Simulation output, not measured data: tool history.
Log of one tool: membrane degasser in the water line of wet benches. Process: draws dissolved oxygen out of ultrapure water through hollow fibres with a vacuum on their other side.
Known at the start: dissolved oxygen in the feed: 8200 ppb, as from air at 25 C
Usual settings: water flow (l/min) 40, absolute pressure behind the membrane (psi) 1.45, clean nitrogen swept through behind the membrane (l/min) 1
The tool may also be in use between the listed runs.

| run | day | water flow (l/min) | absolute pressure behind the membrane (psi) | clean nitrogen swept through behind the membrane (l/min) | dissolved oxygen in the water behind the degasser (ppb) | pressure that the water loses in the fibres (psi) |
|---|---|---|---|---|---|---|
| 1 | 0 | 40 | 1.45 | 1 | 526.3 | 6.403 |
| 2 | 4.646 | 40 | 1 | 1 | 296.8 | 6.395 |
| 3 | 10.012 | 40 | 1 | 1 | 297.4 | 6.377 |
| 4 | 14.117 | 36 | 1 | 1 | 273.9 | 5.767 |
| 5 | 17.883 | 36 | 1 | 1 | 273.4 | 5.777 |
| 6 | 22.9 | 36 | 1 | 0.57 | 415.6 | 5.767 |
| 7 | 27.512 | 36 | 1 | 0.57 | 415.3 | 5.706 |
| 8 | 30.929 | 40 | 1.45 | 1 | 528.4 | 6.43 |
| 9 | 34.896 | 29 | 1.45 | 1 | 407.5 | 4.631 |
| 10 | 37.525 | 33 | 1.45 | 1 | 454.9 | 5.278 |
| 11 | 42.121 | 33 | 1.45 | 1 | 454.1 | 5.295 |
| 12 | 48.488 | 33 | 1.45 | 1 | 455.1 | 5.295 |
| 13 | 54.925 | 33 | 1.45 | 1 | 452.9 | 5.243 |
| 14 | 60.538 | 33 | 1.45 | 1 | 455.8 | 5.329 |
| 15 | 66.725 | 46 | 2.35 | 1.03 | 1037.9 | 7.419 |
| 16 | 72.771 | 26 | 1.45 | 1.14 | 335.1 | 4.15 |
| 17 | 78.588 | 28 | 1.91 | 1.65 | 377.8 | 4.487 |

Forecast each of these 5 alternatives for the next run:
| A | 83.333 | 47 | 1.89 | 1.76 | ? | ? |
| B | 83.333 | 63 | 1.45 | 1 | ? | ? |
| C | 83.333 | 24 | 1.74 | 1 | ? | ? |
| D | 83.333 | 45 | 1.74 | 1.96 | ? | ? |
| E | 83.333 | 25 | 1.91 | 0.69 | ? | ? |

| run | dissolved oxygen in the water behind the degasser (ppb) | pressure that the water loses in the fibres (psi) |
|---|---|---|
| A | 543.7 | 7.543 |
| B | 748.3 | 10.15 |
| C | 450 | 3.874 |
| D | 434.9 | 7.224 |
| E | 698.7 | 4.031 |
Without the tool's hidden state the same runs would have given:
| run | dissolved oxygen in the water behind the degasser (ppb) | pressure that the water loses in the fibres (psi) |
|---|---|---|
| A | 534.9 | 7.401 |
| B | 732.9 | 9.96 |
| C | 441.7 | 3.803 |
| D | 426.9 | 7.089 |
| E | 688.5 | 3.955 |
